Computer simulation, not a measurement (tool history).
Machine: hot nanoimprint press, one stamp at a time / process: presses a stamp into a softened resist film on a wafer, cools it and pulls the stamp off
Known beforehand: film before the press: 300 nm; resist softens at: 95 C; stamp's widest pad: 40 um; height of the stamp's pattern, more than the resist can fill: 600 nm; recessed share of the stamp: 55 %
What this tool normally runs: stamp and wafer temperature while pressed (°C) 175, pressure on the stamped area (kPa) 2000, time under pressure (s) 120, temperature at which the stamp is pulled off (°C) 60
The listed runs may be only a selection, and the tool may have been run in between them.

run  hour  stamp and wafer temperature while pressed (°C)  pressure on the stamped area (kPa)  time under pressure (s)  temperature at which the stamp is pulled off (°C)  resist left under the stamp's widest pad (Å)  greatest force while the stamp is pulled off (N)
  1   0.0                                             175                                2000                      120                                                 60                                          1657                                               106
     11.1  -- plate thermocouple calibrated
  2  11.5                                             175                                2000                      120                                                 60                                          1673                                               107
  3  19.8                                             175                                2000                      120                                                 60                                          1649                                               106
  4  27.9                                             175                                2000                      120                                                 52                                          1656                                               113
  5  33.9                                             175                                2000                      120                                                 52                                          1664                                               117
  6  37.9                                             185                                2000                      120                                                 52                                          1205                                               115
  7  44.8                                             185                                2000                      120                                                 52                                          1215                                               112
  8  51.0                                             165                                2140                      109                                                 60                                          2205                                               107
  9  58.7                                             175                                2000                      120                                                 54                                          1647                                               113
 10  63.7                                             170                                2170                      120                                                 60                                          1864                                               105

What if the next run were any one of these 4? Each begins from the tool's condition after run 10:
  A  71.5                                             170                                1410                      120                                                 60                                             ?                                                 ?
  B  71.5                                             170                                2170                      193                                                 54                                             ?                                                 ?
  C  71.5                                             170                                2030                      120                                                 59                                             ?                                                 ?
  D  71.5                                             182                                2970                      120                                                 47                                             ?                                                 ?

run  resist left under the stamp's widest pad (Å)  greatest force while the stamp is pulled off (N)
  A                                          2180                                               108
  B                                          1627                                               109
  C                                          1902                                               109
  D                                          1070                                               116
Without the tool's hidden state the same runs would have given:
run  resist left under the stamp's widest pad (Å)  greatest force while the stamp is pulled off (N)
  A                                          2210                                               107
  B                                          1649                                               109
  C                                          1928                                               108
  D                                          1084                                               116
